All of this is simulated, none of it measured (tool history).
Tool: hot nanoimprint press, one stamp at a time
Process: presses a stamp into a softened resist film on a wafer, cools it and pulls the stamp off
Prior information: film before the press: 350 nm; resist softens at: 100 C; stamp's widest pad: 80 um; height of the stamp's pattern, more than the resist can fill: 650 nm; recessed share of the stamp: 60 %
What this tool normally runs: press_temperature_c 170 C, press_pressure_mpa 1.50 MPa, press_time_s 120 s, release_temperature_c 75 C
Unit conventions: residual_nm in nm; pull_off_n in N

{"run": 1, "hour": 0.0, "press_temperature_c": 170, "press_pressure_mpa": 1.5, "press_time_s": 120, "release_temperature_c": 75, "residual_nm": 199.2, "pull_off_n": 209}
{"run": 2, "hour": 7.9, "press_temperature_c": 170, "press_pressure_mpa": 1.5, "press_time_s": 120, "release_temperature_c": 75, "residual_nm": 200.1, "pull_off_n": 209}
{"run": 3, "hour": 17.7, "press_temperature_c": 170, "press_pressure_mpa": 1.5, "press_time_s": 120, "release_temperature_c": 75, "residual_nm": 199.3, "pull_off_n": 209}
{"run": 4, "hour": 25.4, "press_temperature_c": 170, "press_pressure_mpa": 1.5, "press_time_s": 120, "release_temperature_c": 75, "residual_nm": 198.8, "pull_off_n": 215}
{"run": 5, "hour": 30.8, "press_temperature_c": 170, "press_pressure_mpa": 1.5, "press_time_s": 140, "release_temperature_c": 75, "residual_nm": 188.7, "pull_off_n": 209}
{"run": 6, "hour": 36.6, "press_temperature_c": 170, "press_pressure_mpa": 1.5, "press_time_s": 140, "release_temperature_c": 75, "residual_nm": 189.1, "pull_off_n": 215}
{"run": 7, "hour": 45.5, "press_temperature_c": 178, "press_pressure_mpa": 1.5, "press_time_s": 140, "release_temperature_c": 75, "residual_nm": 130.6, "pull_off_n": 222}
{"run": 8, "hour": 51.6, "press_temperature_c": 178, "press_pressure_mpa": 1.5, "press_time_s": 140, "release_temperature_c": 75, "residual_nm": 130.0, "pull_off_n": 214}
{"run": 9, "hour": 59.5, "press_temperature_c": 178, "press_pressure_mpa": 1.5, "press_time_s": 140, "release_temperature_c": 75, "residual_nm": 130.3, "pull_off_n": 217}
{"run": 10, "hour": 65.7, "press_temperature_c": 170, "press_pressure_mpa": 1.5, "press_time_s": 159, "release_temperature_c": 75, "residual_nm": 181.1, "pull_off_n": 223}
{"hour": 69.3, "done": "plate thermocouple calibrated"}
{"hour": 78.1, "done": "stamp cleaned and given a new release coat"}
{"run": 11, "hour": 79.9, "press_temperature_c": 170, "press_pressure_mpa": 1.1, "press_time_s": 120, "release_temperature_c": 75, "residual_nm": 219.4, "pull_off_n": 159}
{"run": 12, "hour": 88.2, "press_temperature_c": 170, "press_pressure_mpa": 1.5, "press_time_s": 120, "release_temperature_c": 75, "residual_nm": 197.8, "pull_off_n": 167}
{"run": 13, "hour": 96.6, "press_temperature_c": 170, "press_pressure_mpa": 1.5, "press_time_s": 120, "release_temperature_c": 75, "residual_nm": 197.9, "pull_off_n": 164}
{"hour": 105.4, "done": "plate thermocouple calibrated, once more"}
{"run": 14, "hour": 106.6, "press_temperature_c": 170, "press_pressure_mpa": 1.5, "press_time_s": 120, "release_temperature_c": 63, "residual_nm": 206.9, "pull_off_n": 192}
{"run": 15, "hour": 112.9, "press_temperature_c": 170, "press_pressure_mpa": 1.23, "press_time_s": 120, "release_temperature_c": 75, "residual_nm": 219.4, "pull_off_n": 171}
{"run": 16, "hour": 121.4, "press_temperature_c": 170, "press_pressure_mpa": 1.23, "press_time_s": 120, "release_temperature_c": 75, "residual_nm": 220.1, "pull_off_n": 185}
{"run": 17, "hour": 131.0, "press_temperature_c": 170, "press_pressure_mpa": 1.49, "press_time_s": 96, "release_temperature_c": 75, "residual_nm": 221.3, "pull_off_n": 178}
{"run": 18, "hour": 136.2, "press_temperature_c": 170, "press_pressure_mpa": 2.13, "press_time_s": 66, "release_temperature_c": 75, "residual_nm": 222.0, "pull_off_n": 178}
{"run": 19, "hour": 145.8, "press_temperature_c": 170, "press_pressure_mpa": 1.0, "press_time_s": 120, "release_temperature_c": 75, "residual_nm": 233.9, "pull_off_n": 180}
{"run": 20, "hour": 152.0, "press_temperature_c": 169, "press_pressure_mpa": 1.66, "press_time_s": 63, "release_temperature_c": 62, "residual_nm": 248.6, "pull_off_n": 194}
{"run": 21, "hour": 156.2, "press_temperature_c": 177, "press_pressure_mpa": 2.07, "press_time_s": 156, "release_temperature_c": 62, "residual_nm": 118.4, "pull_off_n": 202}
{"run": 22, "hour": 160.5, "press_temperature_c": 172, "press_pressure_mpa": 1.42, "press_time_s": 164, "release_temperature_c": 62, "residual_nm": 171.5, "pull_off_n": 203}
{"run": 23, "hour": 165.4, "press_temperature_c": 175, "press_pressure_mpa": 1.22, "press_time_s": 95, "release_temperature_c": 62, "residual_nm": 195.4, "pull_off_n": 195}
{"run": 24, "hour": 173.0, "press_temperature_c": 177, "press_pressure_mpa": 1.54, "press_time_s": 120, "release_temperature_c": 75, "residual_nm": 148.9, "pull_off_n": 184}
{"run": 25, "hour": 180.7, "press_temperature_c": 177, "press_pressure_mpa": 1.54, "press_time_s": 120, "release_temperature_c": 75, "residual_nm": 150.8, "pull_off_n": 188}
{"run": 26, "hour": 189.7, "press_temperature_c": 170, "press_pressure_mpa": 1.5, "press_time_s": 97, "release_temperature_c": 61, "residual_nm": 219.9, "pull_off_n": 216}
{"run": 27, "hour": 195.4, "press_temperature_c": 170, "press_pressure_mpa": 1.5, "press_time_s": 97, "release_temperature_c": 61, "residual_nm": 219.5, "pull_off_n": 216}
{"run": 28, "hour": 203.7, "press_temperature_c": 175, "press_pressure_mpa": 1.71, "press_time_s": 97, "release_temperature_c": 61, "residual_nm": 171.1, "pull_off_n": 207}
{"run": 29, "hour": 210.7, "press_temperature_c": 175, "press_pressure_mpa": 0.96, "press_time_s": 97, "release_temperature_c": 73, "residual_nm": 209.8, "pull_off_n": 195}
{"run": 30, "hour": 217.8, "press_temperature_c": 170, "press_pressure_mpa": 1.5, "press_time_s": 187, "release_temperature_c": 75, "residual_nm": 176.4, "pull_off_n": 191}

Forecast each of these 4 alternatives for the next run:
{"run": "A", "hour": 223.0, "press_temperature_c": 170, "press_pressure_mpa": 2.28, "press_time_s": 120, "release_temperature_c": 75, "residual_nm": "?", "pull_off_n": "?"}
{"run": "B", "hour": 223.0, "press_temperature_c": 170, "press_pressure_mpa": 1.36, "press_time_s": 187, "release_temperature_c": 83, "residual_nm": "?", "pull_off_n": "?"}
{"run": "C", "hour": 223.0, "press_temperature_c": 170, "press_pressure_mpa": 1.5, "press_time_s": 165, "release_temperature_c": 75, "residual_nm": "?", "pull_off_n": "?"}
{"run": "D", "hour": 223.0, "press_temperature_c": 170, "press_pressure_mpa": 1.5, "press_time_s": 119, "release_temperature_c": 75, "residual_nm": "?", "pull_off_n": "?"}

run=A residual_nm=176.5 pull_off_n=196
run=B residual_nm=182.3 pull_off_n=181
run=C residual_nm=184.1 pull_off_n=195
run=D residual_nm=205.3 pull_off_n=196
Without the tool's hidden state the same runs would have given:
run=A residual_nm=174.6 pull_off_n=167
run=B residual_nm=181.9 pull_off_n=154
run=C residual_nm=183.5 pull_off_n=167
run=D residual_nm=204.7 pull_off_n=167
